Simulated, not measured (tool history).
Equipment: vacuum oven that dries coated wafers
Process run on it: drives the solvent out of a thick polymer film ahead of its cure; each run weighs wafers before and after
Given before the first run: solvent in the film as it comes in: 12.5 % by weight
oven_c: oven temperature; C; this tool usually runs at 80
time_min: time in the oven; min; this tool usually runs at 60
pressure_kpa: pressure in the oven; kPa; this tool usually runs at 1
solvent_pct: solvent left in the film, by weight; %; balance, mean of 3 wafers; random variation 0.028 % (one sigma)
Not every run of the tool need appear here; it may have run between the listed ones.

{"run": 1, "hour": 0.0, "oven_c": 80, "time_min": 60, "pressure_kpa": 1, "solvent_pct": 1.67}
{"run": 2, "hour": 119.0, "oven_c": 80, "time_min": 60, "pressure_kpa": 1, "solvent_pct": 1.72}
{"run": 3, "hour": 205.3, "oven_c": 80, "time_min": 60, "pressure_kpa": 1, "solvent_pct": 1.75}
{"run": 4, "hour": 273.8, "oven_c": 80, "time_min": 60, "pressure_kpa": 1, "solvent_pct": 1.75}
{"run": 5, "hour": 397.4, "oven_c": 80, "time_min": 60, "pressure_kpa": 1, "solvent_pct": 1.76}
{"run": 6, "hour": 519.5, "oven_c": 80, "time_min": 60, "pressure_kpa": 1, "solvent_pct": 1.82}
{"run": 7, "hour": 609.4, "oven_c": 90, "time_min": 74, "pressure_kpa": 3.23, "solvent_pct": 1.35}
{"run": 8, "hour": 736.7, "oven_c": 84, "time_min": 84, "pressure_kpa": 1.04, "solvent_pct": 0.7}
{"run": 9, "hour": 830.4, "oven_c": 66, "time_min": 84, "pressure_kpa": 3.83, "solvent_pct": 6.03}
{"run": 10, "hour": 941.7, "oven_c": 73, "time_min": 84, "pressure_kpa": 3.83, "solvent_pct": 4.02}
{"run": 11, "hour": 1059.8, "oven_c": 73, "time_min": 84, "pressure_kpa": 3.83, "solvent_pct": 4.01}

Removed from this log: 1 entry logged between the listed runs. Between which two listed runs does each belong, and how does the tool's hidden state at the listed run before it compare with that at the listed run after it?
Logged between run 7 and run 8: vacuum gauge cleaned of residue and calibrated (hour 629.7)
  true wafer temperature over the reading, C: -1.83 -> -1.97; true pressure over the reading, kPa: 0.361 -> 0.025
  measured value less the no-hidden-state value, solvent_pct: +0.23 -> +0.13 %

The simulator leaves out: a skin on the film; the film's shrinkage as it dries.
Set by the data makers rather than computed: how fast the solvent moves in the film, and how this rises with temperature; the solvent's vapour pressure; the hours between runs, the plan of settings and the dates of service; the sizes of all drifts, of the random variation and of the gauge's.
